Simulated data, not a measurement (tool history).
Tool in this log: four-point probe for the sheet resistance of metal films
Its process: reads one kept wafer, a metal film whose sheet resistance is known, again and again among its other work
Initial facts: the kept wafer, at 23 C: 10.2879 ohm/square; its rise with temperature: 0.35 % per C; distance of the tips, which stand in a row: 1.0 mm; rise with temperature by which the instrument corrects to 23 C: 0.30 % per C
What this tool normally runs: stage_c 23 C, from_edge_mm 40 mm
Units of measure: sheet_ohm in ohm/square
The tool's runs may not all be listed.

| run | hour | stage_c | from_edge_mm | sheet_ohm |
|---|---|---|---|---|
| 1 | 0.0 | 23 | 40 | 10.330979 |
| 2 | 43.9 | 23 | 7 | 10.438060 |
| 3 | 79.3 | 23 | 7 | 10.439939 |
| 4 | 114.8 | 23 | 7 | 10.440310 |
| 5 | 164.7 | 23 | 7 | 10.437982 |
| 6 | 198.3 | 23 | 40 | 10.333277 |
|  | 203.1 | stage's thermometer calibrated |
| 7 | 230.6 | 23 | 40 | 10.334341 |
| 8 | 263.7 | 23 | 40 | 10.336079 |
| 9 | 296.4 | 23 | 40 | 10.335637 |
| 10 | 344.7 | 23 | 40 | 10.338983 |
| 11 | 370.5 | 23 | 40 | 10.334592 |
|  | 419.1 | stage's thermometer calibrated, once more |
| 12 | 419.4 | 23 | 40 | 10.327121 |
| 13 | 453.1 | 25 | 3 | 10.912905 |
| 14 | 480.1 | 20 | 8 | 10.398478 |
| 15 | 515.3 | 32 | 6 | 10.525666 |
| 16 | 562.4 | 19 | 6 | 10.456839 |
| 17 | 611.3 | 31 | 40 | 10.370720 |
| 18 | 653.6 | 31 | 20 | 10.381298 |
| 19 | 690.9 | 20 | 35 | 10.312724 |

Consider 4 possible next runs. They are alternatives, not a sequence: every one starts from the tool as it was left by run 19. What does each give?
| A | 736.3 | 18 | 30 | ? |
| B | 736.3 | 23 | 12 | ? |
| C | 736.3 | 29 | 11 | ? |
| D | 736.3 | 21 | 35 | ? |

| run | sheet_ohm |
|---|---|
| A | 10.303894 |
| B | 10.367699 |
| C | 10.404927 |
| D | 10.318619 |
With the hidden condition removed and each run's random variation left untouched, the same runs would have given:
| run | sheet_ohm |
|---|---|
| A | 10.264950 |
| B | 10.328580 |
| C | 10.365739 |
| D | 10.279654 |
